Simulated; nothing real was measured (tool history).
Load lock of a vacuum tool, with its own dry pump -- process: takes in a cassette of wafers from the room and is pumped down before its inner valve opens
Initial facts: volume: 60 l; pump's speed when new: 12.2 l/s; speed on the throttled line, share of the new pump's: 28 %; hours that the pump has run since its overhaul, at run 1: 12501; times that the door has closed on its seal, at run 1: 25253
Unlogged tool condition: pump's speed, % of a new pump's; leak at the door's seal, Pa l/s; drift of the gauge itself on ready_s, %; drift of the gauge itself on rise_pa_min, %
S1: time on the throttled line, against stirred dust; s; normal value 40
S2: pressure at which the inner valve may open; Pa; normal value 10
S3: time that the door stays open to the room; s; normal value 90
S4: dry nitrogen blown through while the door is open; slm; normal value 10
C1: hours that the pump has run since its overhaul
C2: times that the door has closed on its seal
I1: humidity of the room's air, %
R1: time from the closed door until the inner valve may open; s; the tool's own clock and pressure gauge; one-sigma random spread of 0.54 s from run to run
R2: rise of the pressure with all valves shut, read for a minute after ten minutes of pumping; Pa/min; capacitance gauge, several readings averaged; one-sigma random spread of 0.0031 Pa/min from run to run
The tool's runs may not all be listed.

Run 1, hour 0: usual settings; C1 12501; C2 25253; I1 44.8. Result: R1 81.9 s, R2 0.724 Pa/min.
Run 2, hour 352.7: usual settings; C1 12854; C2 26939; I1 45. Result: R1 81.7 s, R2 0.792 Pa/min.
At hour 421.9: door's seal changed, seat wiped.
Run 3, hour 566.8: usual settings; C1 13066; C2 693; I1 48.1. Result: R1 83 s, R2 0.08 Pa/min.
Run 4, hour 922.1: usual settings but S2 8 Pa; C1 13422; C2 2392; I1 45.7. Result: R1 84 s, R2 0.101 Pa/min.
Run 5, hour 1234.2: usual settings but S2 8 Pa; C1 13734; C2 3884; I1 47.1. Result: R1 85.2 s, R2 0.12 Pa/min.
Run 6, hour 1414.3: usual settings but S2 8 Pa; C1 13914; C2 4745; I1 42.6. Result: R1 84 s, R2 0.123 Pa/min.
Run 7, hour 1821.1: usual settings but S2 8 Pa; C1 14321; C2 6691; I1 45.8. Result: R1 84.1 s, R2 0.151 Pa/min.
Run 8, hour 2121.8: usual settings but S3 119 s; C1 14621; C2 8129; I1 45.4. Result: R1 84.3 s, R2 0.2 Pa/min.
Run 9, hour 2438.7: usual settings but S3 119 s; C1 14938; C2 9644; I1 38. Result: R1 83.4 s, R2 0.218 Pa/min.
Run 10, hour 2844.8: usual settings but S3 119 s; C1 15344; C2 11586; I1 45.3. Result: R1 84.2 s, R2 0.26 Pa/min.
Run 11, hour 3090.2: usual settings but S1 47 s, S2 11 Pa, S4 17 slm; C1 15590; C2 12759; I1 48.1. Result: R1 87 s, R2 0.276 Pa/min.
Run 12, hour 3431.5: usual settings but S2 18 Pa; C1 15931; C2 14391; I1 46.2. Result: R1 80.9 s, R2 0.33 Pa/min.
Run 13, hour 3614.8: usual settings but S2 14 Pa, S3 132 s; C1 16114; C2 15268; I1 43.2. Result: R1 82.8 s, R2 0.372 Pa/min.
Run 14, hour 3799.7: usual settings but S1 37 s, S3 132 s; C1 16299; C2 16152; I1 44.3. Result: R1 82.3 s, R2 0.39 Pa/min.
Run 15, hour 4042.9: usual settings but S1 76 s, S3 135 s; C1 16542; C2 17315; I1 44.2. Result: R1 106.4 s, R2 0.421 Pa/min.

Predict the results of run 16:
Run 16, hour 4336.5: usual settings but S1 76 s, S2 17 Pa, S3 135 s; C1 16836; C2 18719; I1 47.2. Result: R1 ?, R2 ?.

R1: 104.3 s
R2: 0.474 Pa/min
Minus the tool's unlogged condition, the same run would have read R1 97.6 s, R2 0.097 Pa/min.
